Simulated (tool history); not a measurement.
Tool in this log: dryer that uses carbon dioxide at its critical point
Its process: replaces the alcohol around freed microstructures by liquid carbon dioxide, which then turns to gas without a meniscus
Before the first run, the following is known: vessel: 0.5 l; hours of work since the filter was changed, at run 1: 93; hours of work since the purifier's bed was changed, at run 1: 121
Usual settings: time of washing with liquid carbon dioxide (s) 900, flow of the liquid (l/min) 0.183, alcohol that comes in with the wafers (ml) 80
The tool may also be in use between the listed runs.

run   hour  time of washing with liquid carbon dioxide (s)  flow of the liquid (l/min)  alcohol that comes in with the wafers (ml)  hours of work since the filter was changed  hours of work since the purifier's bed was changed  alcohol left in the vessel before it's heated (ppm by volume)
  1    0.0                                             900                       0.183                                          80                                          93                                                 121                                                           4336
  2    8.3                                             900                       0.183                                          80                                          95                                                 124                                                           4216
  3   20.1                                             900                       0.183                                          80                                          99                                                 128                                                           4219
  4   26.1                                             900                       0.183                                          80                                         101                                                 129                                                           4226
  5   39.6                                             900                       0.267                                          80                                         105                                                 133                                                            730
  6   50.5                                             900                       0.267                                          80                                         108                                                 137                                                            765
  7   57.4                                             900                       0.267                                          80                                         110                                                 139                                                            773
  8   69.6                                             900                       0.267                                          80                                         114                                                 142                                                            774
  9   76.6                                             900                       0.267                                          80                                         116                                                 145                                                            777
 10   86.9                                             900                       0.183                                          80                                         119                                                 148                                                           4523
 11   92.7                                             900                       0.183                                          80                                         121                                                 149                                                           4504
 12  101.3                                             900                       0.183                                          80                                         124                                                 152                                                           4542
 13  112.8                                             900                       0.183                                          80                                         127                                                 155                                                           4520
 14  120.7                                             900                       0.183                                          80                                         129                                                 158                                                           4629
 15  133.2                                             900                       0.183                                          80                                         133                                                 162                                                           4813
 16  142.2                                             900                       0.183                                          80                                         136                                                 164                                                           4712
 17  153.5                                             900                       0.183                                         105                                         139                                                 168                                                           6188
 18  166.2                                             900                       0.183                                          41                                         143                                                 172                                                           2459
 19  171.6                                            1080                       0.200                                          21                                         145                                                 173                                                            474
 20  179.0                                             780                       0.225                                         106                                         147                                                 175                                                           4620
 21  184.6                                             900                       0.176                                         103                                         149                                                 177                                                           7098
 22  196.1                                             900                       0.183                                          25                                         152                                                 181                                                           1557
 23  206.5                                             900                       0.183                                          25                                         155                                                 184                                                           1584
 24  215.7                                             900                       0.183                                          25                                         158                                                 186                                                           1656
 25  226.1                                             900                       0.183                                          25                                         161                                                 190                                                           1593
 26  232.8                                            1140                       0.183                                          80                                         163                                                 192                                                           2005
 27  244.6                                             660                       0.165                                          45                                         167                                                 195                                                           9280
 28  252.4                                             960                       0.244                                          40                                         169                                                 198                                                            598
 29  259.4                                             540                       0.244                                          40                                         171                                                 200                                                           4822

Alternative continuations, all from the tool just after run 29; predict every row:
  A  271.9                                             900                       0.158                                          80                                         175                                                 203                                                              ?
  B  271.9                                             780                       0.228                                          26                                         175                                                 203                                                              ?
  C  271.9                                            1200                       0.244                                          49                                         175                                                 203                                                              ?
  D  271.9                                            1260                       0.244                                          40                                         175                                                 203                                                              ?

run  alcohol left in the vessel before it's heated (ppm by volume)
  A                                                           8596
  B                                                           1261
  C                                                            269
  D                                                            187
Had the tool no hidden state, the same runs would have come out as:
run  alcohol left in the vessel before it's heated (ppm by volume)
  A                                                           5707
  B                                                            712
  C                                                             84
  D                                                             46
